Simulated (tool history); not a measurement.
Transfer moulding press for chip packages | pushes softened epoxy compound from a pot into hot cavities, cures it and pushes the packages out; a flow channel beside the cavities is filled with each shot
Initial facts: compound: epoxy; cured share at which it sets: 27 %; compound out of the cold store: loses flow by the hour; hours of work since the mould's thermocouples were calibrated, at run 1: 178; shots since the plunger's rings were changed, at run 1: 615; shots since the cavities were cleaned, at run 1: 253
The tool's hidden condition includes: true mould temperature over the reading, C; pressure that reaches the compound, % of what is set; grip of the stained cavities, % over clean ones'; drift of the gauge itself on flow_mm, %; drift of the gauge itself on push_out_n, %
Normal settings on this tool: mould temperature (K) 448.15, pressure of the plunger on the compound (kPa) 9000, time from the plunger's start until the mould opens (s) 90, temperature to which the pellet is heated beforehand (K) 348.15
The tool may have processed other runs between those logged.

| run | day | mould temperature (K) | pressure of the plunger on the compound (kPa) | time from the plunger's start until the mould opens (s) | temperature to which the pellet is heated beforehand (K) | hours of work since the mould's thermocouples were calibrated | shots since the plunger's rings were changed | shots since the cavities were cleaned | incoming compound's hours out of the cold store | length that the compound runs in the flow channel (mm) | greatest force on the pins that push the packages out (N) |
|---|---|---|---|---|---|---|---|---|---|---|---|
| 1 | 0.000 | 448.15 | 9000 | 90 | 348.15 | 178 | 615 | 253 | 40.1 | 777 | 791 |
| 2 | 0.504 | 448.15 | 9000 | 90 | 348.15 | 185 | 760 | 398 | 20.3 | 820 | 891 |
| 3 | 0.729 | 448.15 | 9680 | 90 | 348.15 | 189 | 825 | 463 | 15.2 | 858 | 978 |
|  | 0.908 | cavities cleaned with cleaning compound and waxed |
| 4 | 1.017 | 448.15 | 9680 | 90 | 348.15 | 192 | 889 | 31 | 20.4 | 846 | 687 |
| 5 | 1.238 | 448.15 | 9680 | 90 | 348.15 | 195 | 953 | 95 | 28.0 | 832 | 692 |
| 6 | 1.458 | 448.15 | 7350 | 90 | 348.15 | 198 | 1017 | 159 | 18.7 | 738 | 770 |

Run 7 is up next; what results do you expect?
| 7 | 1.975 | 456.15 | 9000 | 90 | 354.15 | 206 | 1166 | 308 | 29.8 | ? | ? |

length that the compound runs in the flow channel (mm): 767
greatest force on the pins that push the packages out (N): 608
If the tool had no hidden condition, the same run with the same run-to-run variation would have returned length that the compound runs in the flow channel (mm) 775, greatest force on the pins that push the packages out (N) 440.

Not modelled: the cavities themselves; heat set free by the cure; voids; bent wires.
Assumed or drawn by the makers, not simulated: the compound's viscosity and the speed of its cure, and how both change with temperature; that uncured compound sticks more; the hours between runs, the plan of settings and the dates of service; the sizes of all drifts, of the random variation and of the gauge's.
